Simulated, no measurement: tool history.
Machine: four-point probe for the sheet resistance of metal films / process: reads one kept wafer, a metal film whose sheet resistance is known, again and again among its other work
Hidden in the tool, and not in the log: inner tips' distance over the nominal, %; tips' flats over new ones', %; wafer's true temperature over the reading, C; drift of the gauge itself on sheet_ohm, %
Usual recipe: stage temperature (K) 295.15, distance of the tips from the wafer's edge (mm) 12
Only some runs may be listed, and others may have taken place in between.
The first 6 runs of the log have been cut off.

run	hour	stage temperature (K)	distance of the tips from the wafer's edge (mm)	touches since the probe head was changed	hours of work since the stage's thermometer was calibrated	sheet resistance as the instrument gives it (ohm/square)
7	60.7	299.15	12	112653	323	1.003965
8	69.9	295.15	12	113294	330	1.003367
9	80.1	295.15	12	114011	338	1.00329
10	94.6	295.15	12	115020	349	1.003092
11	104	295.15	12	115675	357	1.002951
12	115.6	298.15	12	116485	366	1.003277
13	124	295.15	12	117072	372	1.002778
14	130.1	298.15	12	117498	377	1.003005
15	136.4	298.15	12	117943	382	1.003393
16	150	295.15	20	118887	392	1.002177
17	157.4	307.15	18	119408	398	1.005035
18	166.3	304.15	42	120031	405	1.003849
19	181.4	305.15	42	121084	417	1.003733
20	191.8	294.15	10	121810	425	1.002345
21	205.6	294.15	10	122769	436	1.001944
22	220.3	295.15	27	123800	447	1.001464
23	227.6	291.15	63	124305	453	1.000212
24	240.3	291.15	63	125192	462	0.999738
25	248.4	300.15	63	125760	469	1.00216
26	257.9	293.15	4	126424	476	1.008706
27	265.6	299.15	4	126961	482	1.010341
28	279.1	299.15	4	127906	493	1.00982
29	287.9	299.15	4	128519	499	1.01014
30	302.8	299.15	30	129561	511	1.00186

Predict each of these 3 candidate next runs independently; none follows another, all start after run 30:
A	314.8	300.15	4	130395	520	?
B	314.8	302.15	30	130395	520	?
C	314.8	302.15	30	130395	520	?

run	sheet resistance as the instrument gives it (ohm/square)
A	1.010011
B	1.002478
C	1.002433
Without the tool's unlogged condition, the same runs would have read:
run	sheet resistance as the instrument gives it (ohm/square)
A	1.025577
B	1.017935
C	1.017889

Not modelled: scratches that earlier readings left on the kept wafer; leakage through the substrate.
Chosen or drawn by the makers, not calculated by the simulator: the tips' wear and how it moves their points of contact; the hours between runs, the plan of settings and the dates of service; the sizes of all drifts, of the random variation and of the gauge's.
